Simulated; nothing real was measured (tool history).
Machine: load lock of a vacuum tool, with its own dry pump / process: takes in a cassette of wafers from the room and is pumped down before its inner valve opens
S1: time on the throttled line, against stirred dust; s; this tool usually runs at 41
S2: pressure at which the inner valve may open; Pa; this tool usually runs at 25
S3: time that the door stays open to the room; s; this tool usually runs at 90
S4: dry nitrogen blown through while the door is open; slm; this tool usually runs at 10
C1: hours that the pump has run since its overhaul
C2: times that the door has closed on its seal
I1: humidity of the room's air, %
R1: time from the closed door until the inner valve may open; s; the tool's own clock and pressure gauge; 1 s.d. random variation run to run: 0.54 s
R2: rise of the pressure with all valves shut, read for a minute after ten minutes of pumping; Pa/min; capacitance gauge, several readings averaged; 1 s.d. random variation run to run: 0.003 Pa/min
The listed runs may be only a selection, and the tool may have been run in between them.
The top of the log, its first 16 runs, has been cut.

run,day,S1,S2,S3,S4,C1,C2,I1,R1,R2
17,52.067,41,18,90,10,1647,13635,42.7,76.2,0.07
18,55.504,41,18,90,6,1730,13925,47.9,76.9,0.086
19,58.067,41,18,90,6,1791,14142,44.2,76,0.079
20,61.45,41,18,90,6,1873,14428,46.2,76.7,0.087
21,65.104,26,25,90,10,1960,14737,44.6,61.5,0.081
22,68.312,36,31,31,5,2037,15009,45.4,69.4,0.072
23,71.092,43,25,212,44,2104,15244,46.4,76.8,0.077
24,74.646,41,28,137,26,2189,15545,44.7,73.5,0.078
25,76.483,41,28,137,26,2233,15700,43.6,74.5,0.078
26,79.879,55,28,137,26,2315,15987,44.1,85.9,0.081
27,83.217,33,48,164,27,2395,16270,43.1,65.2,0.079
28,85.388,33,48,164,27,2447,16453,43.4,64.9,0.082
29,87.421,33,48,164,23,2496,16625,41.5,65.3,0.088
30,90.283,41,37,69,18,2565,16867,43.3,72.3,0.08
31,93.679,41,37,69,18,2646,17155,47.3,73.8,0.076
32,95.946,41,43,90,22,2700,17347,43,73.5,0.08
33,100.088,41,25,165,33,2800,17697,46.5,75.2,0.09
34,103.146,22,30,119,6,2873,17956,48.2,57.8,0.114

Predict each of these 4 candidate next runs independently; none follows another, all start after run 34:
A,106.154,22,45,119,6,2945,18210,49.7,?,?
B,106.154,55,32,119,37,2945,18210,48.2,?,?
C,106.154,22,30,119,9,2945,18210,46.7,?,?
D,106.154,27,30,119,41,2945,18210,46.4,?,?

run,R1,R2
A,56,0.116
B,85.5,0.083
C,58.5,0.099
D,62.2,0.082
With the hidden condition removed and each run's random variation left untouched, the same runs would have given:
run,R1,R2
A,55.4,0.046
B,85,0.011
C,57.9,0.028
D,61.6,0.011
